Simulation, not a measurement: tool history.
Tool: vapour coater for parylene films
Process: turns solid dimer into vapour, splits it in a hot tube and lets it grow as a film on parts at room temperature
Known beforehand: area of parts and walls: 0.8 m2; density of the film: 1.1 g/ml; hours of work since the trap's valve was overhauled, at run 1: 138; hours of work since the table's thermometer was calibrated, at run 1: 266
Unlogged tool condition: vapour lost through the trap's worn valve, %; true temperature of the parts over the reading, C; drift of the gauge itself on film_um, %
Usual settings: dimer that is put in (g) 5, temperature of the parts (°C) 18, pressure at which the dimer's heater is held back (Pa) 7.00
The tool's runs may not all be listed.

| run | hour | dimer that is put in (g) | temperature of the parts (°C) | pressure at which the dimer's heater is held back (Pa) | hours of work since the trap's valve was overhauled | hours of work since the table's thermometer was calibrated | thickness of the film (nm) |
|---|---|---|---|---|---|---|---|
| 1 | 0.0 | 5 | 18 | 7.00 | 138 | 266 | 3300 |
| 2 | 47.4 | 5 | 18 | 7.00 | 173 | 300 | 3260 |
| 3 | 89.5 | 5 | 15 | 7.00 | 203 | 330 | 3480 |
|  | 118.9 | trap's valve overhauled |
| 4 | 156.6 | 5 | 18 | 2.91 | 27 | 376 | 3630 |
| 5 | 205.6 | 5 | 18 | 7.00 | 62 | 411 | 3320 |
| 6 | 254.4 | 5 | 18 | 7.00 | 98 | 446 | 3200 |
| 7 | 298.9 | 5 | 18 | 7.00 | 130 | 479 | 3280 |
| 8 | 359.7 | 5 | 18 | 7.00 | 174 | 522 | 3300 |
| 9 | 408.8 | 5 | 18 | 7.00 | 209 | 558 | 3300 |
|  | 428.4 | trap's valve overhauled |
| 10 | 474.1 | 5 | 18 | 7.00 | 33 | 602 | 3210 |
| 11 | 547.8 | 5 | 18 | 7.00 | 86 | 655 | 3280 |
| 12 | 616.2 | 5 | 16 | 7.00 | 135 | 705 | 3460 |
| 13 | 683.3 | 5 | 16 | 7.00 | 184 | 753 | 3360 |
| 14 | 726.4 | 3 | 18 | 7.00 | 215 | 784 | 1940 |
|  | 736.8 | trap's valve overhauled |
| 15 | 795.9 | 4 | 30 | 2.16 | 43 | 831 | 2330 |
| 16 | 840.0 | 3 | 30 | 2.16 | 74 | 863 | 1720 |
| 17 | 900.9 | 2 | 10 | 2.10 | 118 | 907 | 1810 |
| 18 | 958.3 | 2 | 10 | 2.10 | 160 | 948 | 1820 |
| 19 | 988.8 | 7 | 26 | 2.30 | 182 | 970 | 4360 |
|  | 1044.9 | trap's valve overhauled |
| 20 | 1046.9 | 7 | 26 | 2.30 | 1 | 1009 | 4440 |
| 21 | 1098.7 | 7 | 26 | 2.30 | 39 | 1047 | 4380 |
| 22 | 1171.0 | 4 | 23 | 2.30 | 91 | 1099 | 2680 |
| 23 | 1203.9 | 4 | 25 | 10.03 | 115 | 1123 | 2220 |

Branching from run 23: 5 alternative next runs. What would each branch give?
| A | 1246.6 | 4 | 19 | 6.29 | 145 | 1154 | ? |
| B | 1246.6 | 4 | 19 | 10.03 | 145 | 1154 | ? |
| C | 1246.6 | 5 | 20 | 3.48 | 145 | 1154 | ? |
| D | 1246.6 | 5 | 12 | 2.39 | 145 | 1154 | ? |
| E | 1246.6 | 5 | 13 | 4.37 | 145 | 1154 | ? |

| run | thickness of the film (nm) |
|---|---|
| A | 2670 |
| B | 2460 |
| C | 3460 |
| D | 4240 |
| E | 3880 |
Take away the tool's hidden state, keep each run's random variation, and the runs would have read:
| run | thickness of the film (nm) |
|---|---|
| A | 2680 |
| B | 2470 |
| C | 3470 |
| D | 4250 |
| E | 3880 |

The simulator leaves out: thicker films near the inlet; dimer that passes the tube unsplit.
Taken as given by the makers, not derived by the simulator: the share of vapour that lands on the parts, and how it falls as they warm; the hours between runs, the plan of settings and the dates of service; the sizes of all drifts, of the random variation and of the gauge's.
